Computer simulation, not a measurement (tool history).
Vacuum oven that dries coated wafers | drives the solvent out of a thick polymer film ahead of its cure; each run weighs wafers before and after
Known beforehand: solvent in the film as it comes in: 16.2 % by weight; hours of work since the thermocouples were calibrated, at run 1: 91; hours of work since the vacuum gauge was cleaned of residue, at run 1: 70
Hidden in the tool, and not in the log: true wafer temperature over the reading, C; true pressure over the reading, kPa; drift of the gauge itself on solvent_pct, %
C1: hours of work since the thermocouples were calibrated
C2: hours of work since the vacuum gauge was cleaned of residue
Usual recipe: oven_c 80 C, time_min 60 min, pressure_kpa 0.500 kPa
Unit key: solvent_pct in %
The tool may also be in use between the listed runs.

{"run": 1, "day": 0.0, "oven_c": 80, "time_min": 60, "pressure_kpa": 0.5, "C1": 91, "C2": 70, "solvent_pct": 0.7}
{"run": 2, "day": 0.421, "oven_c": 80, "time_min": 60, "pressure_kpa": 0.5, "C1": 97, "C2": 75, "solvent_pct": 0.64}
{"run": 3, "day": 1.017, "oven_c": 84, "time_min": 60, "pressure_kpa": 0.5, "C1": 105, "C2": 83, "solvent_pct": 0.33}
{"run": 4, "day": 1.312, "oven_c": 84, "time_min": 60, "pressure_kpa": 0.5, "C1": 109, "C2": 87, "solvent_pct": 0.28}
{"run": 5, "day": 1.962, "oven_c": 75, "time_min": 60, "pressure_kpa": 0.5, "C1": 117, "C2": 96, "solvent_pct": 1.41}
{"run": 6, "day": 2.279, "oven_c": 75, "time_min": 60, "pressure_kpa": 0.5, "C1": 121, "C2": 100, "solvent_pct": 1.38}
{"run": 7, "day": 2.738, "oven_c": 75, "time_min": 60, "pressure_kpa": 0.5, "C1": 127, "C2": 106, "solvent_pct": 1.41}
{"run": 8, "day": 3.121, "oven_c": 75, "time_min": 60, "pressure_kpa": 0.5, "C1": 132, "C2": 111, "solvent_pct": 1.37}
{"run": 9, "day": 3.546, "oven_c": 75, "time_min": 60, "pressure_kpa": 0.5, "C1": 138, "C2": 116, "solvent_pct": 1.31}
{"run": 10, "day": 4.167, "oven_c": 80, "time_min": 60, "pressure_kpa": 0.5, "C1": 146, "C2": 125, "solvent_pct": 0.65}
{"run": 11, "day": 4.733, "oven_c": 80, "time_min": 60, "pressure_kpa": 0.5, "C1": 154, "C2": 132, "solvent_pct": 0.74}
{"run": 12, "day": 5.304, "oven_c": 80, "time_min": 60, "pressure_kpa": 0.5, "C1": 161, "C2": 139, "solvent_pct": 0.68}
{"run": 13, "day": 5.808, "oven_c": 80, "time_min": 60, "pressure_kpa": 0.5, "C1": 168, "C2": 146, "solvent_pct": 0.75}
{"run": 14, "day": 6.4, "oven_c": 80, "time_min": 60, "pressure_kpa": 0.5, "C1": 176, "C2": 154, "solvent_pct": 0.7}
{"run": 15, "day": 6.746, "oven_c": 80, "time_min": 60, "pressure_kpa": 0.5, "C1": 180, "C2": 158, "solvent_pct": 0.75}
{"run": 16, "day": 7.254, "oven_c": 80, "time_min": 60, "pressure_kpa": 0.5, "C1": 187, "C2": 165, "solvent_pct": 0.62}
{"run": 17, "day": 7.725, "oven_c": 93, "time_min": 60, "pressure_kpa": 0.5, "C1": 193, "C2": 171, "solvent_pct": 0.17}
{"run": 18, "day": 8.129, "oven_c": 93, "time_min": 60, "pressure_kpa": 0.5, "C1": 198, "C2": 177, "solvent_pct": 0.17}
{"run": 19, "day": 8.504, "oven_c": 93, "time_min": 60, "pressure_kpa": 0.5, "C1": 203, "C2": 182, "solvent_pct": 0.08}
{"run": 20, "day": 8.892, "oven_c": 93, "time_min": 60, "pressure_kpa": 0.5, "C1": 208, "C2": 187, "solvent_pct": 0.15}
{"run": 21, "day": 9.204, "oven_c": 93, "time_min": 60, "pressure_kpa": 0.5, "C1": 213, "C2": 191, "solvent_pct": 0.17}
{"run": 22, "day": 9.862, "oven_c": 93, "time_min": 60, "pressure_kpa": 0.5, "C1": 221, "C2": 199, "solvent_pct": 0.1}
{"run": 23, "day": 10.242, "oven_c": 93, "time_min": 60, "pressure_kpa": 0.5, "C1": 226, "C2": 204, "solvent_pct": 0.18}
{"run": 24, "day": 10.646, "oven_c": 80, "time_min": 46, "pressure_kpa": 0.5, "C1": 231, "C2": 210, "solvent_pct": 1.3}
{"day": 10.771, "done": "oven's thermocouples calibrated"}
{"run": 25, "day": 11.233, "oven_c": 80, "time_min": 46, "pressure_kpa": 0.5, "C1": 6, "C2": 216, "solvent_pct": 1.36}
{"run": 26, "day": 11.567, "oven_c": 80, "time_min": 46, "pressure_kpa": 0.406, "C1": 10, "C2": 221, "solvent_pct": 1.42}
{"run": 27, "day": 11.912, "oven_c": 73, "time_min": 46, "pressure_kpa": 0.5, "C1": 15, "C2": 225, "solvent_pct": 3.02}
{"run": 28, "day": 12.529, "oven_c": 80, "time_min": 81, "pressure_kpa": 0.5, "C1": 23, "C2": 233, "solvent_pct": 0.37}
{"run": 29, "day": 12.871, "oven_c": 76, "time_min": 32, "pressure_kpa": 1.2, "C1": 28, "C2": 238, "solvent_pct": 3.98}
{"run": 30, "day": 13.288, "oven_c": 76, "time_min": 32, "pressure_kpa": 1.2, "C1": 33, "C2": 243, "solvent_pct": 3.92}
{"run": 31, "day": 13.583, "oven_c": 86, "time_min": 38, "pressure_kpa": 0.5, "C1": 37, "C2": 247, "solvent_pct": 0.96}
{"run": 32, "day": 13.858, "oven_c": 80, "time_min": 60, "pressure_kpa": 0.73, "C1": 41, "C2": 251, "solvent_pct": 0.85}
{"day": 14.117, "done": "oven's thermocouples calibrated, once more"}
{"run": 33, "day": 14.6, "oven_c": 91, "time_min": 60, "pressure_kpa": 1.806, "C1": 6, "C2": 260, "solvent_pct": 0.46}
{"run": 34, "day": 14.925, "oven_c": 86, "time_min": 86, "pressure_kpa": 0.298, "C1": 11, "C2": 264, "solvent_pct": 0.1}
{"run": 35, "day": 15.283, "oven_c": 91, "time_min": 33, "pressure_kpa": 0.521, "C1": 15, "C2": 269, "solvent_pct": 0.48}
{"run": 36, "day": 15.662, "oven_c": 91, "time_min": 33, "pressure_kpa": 0.521, "C1": 20, "C2": 274, "solvent_pct": 0.41}
{"run": 37, "day": 16.046, "oven_c": 91, "time_min": 33, "pressure_kpa": 0.521, "C1": 25, "C2": 279, "solvent_pct": 0.58}
{"run": 38, "day": 16.683, "oven_c": 90, "time_min": 31, "pressure_kpa": 0.43, "C1": 34, "C2": 287, "solvent_pct": 0.78}
{"run": 39, "day": 17.238, "oven_c": 72, "time_min": 64, "pressure_kpa": 1.021, "C1": 41, "C2": 294, "solvent_pct": 1.9}
{"run": 40, "day": 17.692, "oven_c": 72, "time_min": 64, "pressure_kpa": 1.021, "C1": 47, "C2": 300, "solvent_pct": 2.09}
{"run": 41, "day": 18.158, "oven_c": 80, "time_min": 60, "pressure_kpa": 0.257, "C1": 53, "C2": 306, "solvent_pct": 0.64}
{"run": 42, "day": 18.483, "oven_c": 82, "time_min": 60, "pressure_kpa": 0.5, "C1": 57, "C2": 311, "solvent_pct": 0.54}
{"run": 43, "day": 19.083, "oven_c": 80, "time_min": 44, "pressure_kpa": 0.582, "C1": 65, "C2": 319, "solvent_pct": 1.3}
{"run": 44, "day": 19.725, "oven_c": 80, "time_min": 32, "pressure_kpa": 0.582, "C1": 74, "C2": 327, "solvent_pct": 2.56}
{"run": 45, "day": 20.104, "oven_c": 89, "time_min": 32, "pressure_kpa": 0.574, "C1": 79, "C2": 332, "solvent_pct": 0.75}
{"run": 46, "day": 20.554, "oven_c": 91, "time_min": 60, "pressure_kpa": 0.295, "C1": 85, "C2": 338, "solvent_pct": 0.07}

Branching from run 46: 5 alternative next runs. What would each branch give?
{"run": "A", "day": 21.196, "oven_c": 65, "time_min": 53, "pressure_kpa": 0.368, "C1": 93, "C2": 346, "solvent_pct": "?"}
{"run": "B", "day": 21.196, "oven_c": 91, "time_min": 75, "pressure_kpa": 0.295, "C1": 93, "C2": 346, "solvent_pct": "?"}
{"run": "C", "day": 21.196, "oven_c": 83, "time_min": 38, "pressure_kpa": 1.705, "C1": 93, "C2": 346, "solvent_pct": "?"}
{"run": "D", "day": 21.196, "oven_c": 80, "time_min": 33, "pressure_kpa": 0.714, "C1": 93, "C2": 346, "solvent_pct": "?"}
{"run": "E", "day": 21.196, "oven_c": 68, "time_min": 57, "pressure_kpa": 0.295, "C1": 93, "C2": 346, "solvent_pct": "?"}

run=A solvent_pct=4.48
run=B solvent_pct=0.15
run=C solvent_pct=1.60
run=D solvent_pct=2.40
run=E solvent_pct=3.13
Without the tool's unlogged condition, the same runs would have read:
run=A solvent_pct=4.31
run=B solvent_pct=0.14
run=C solvent_pct=1.51
run=D solvent_pct=2.27
run=E solvent_pct=2.97
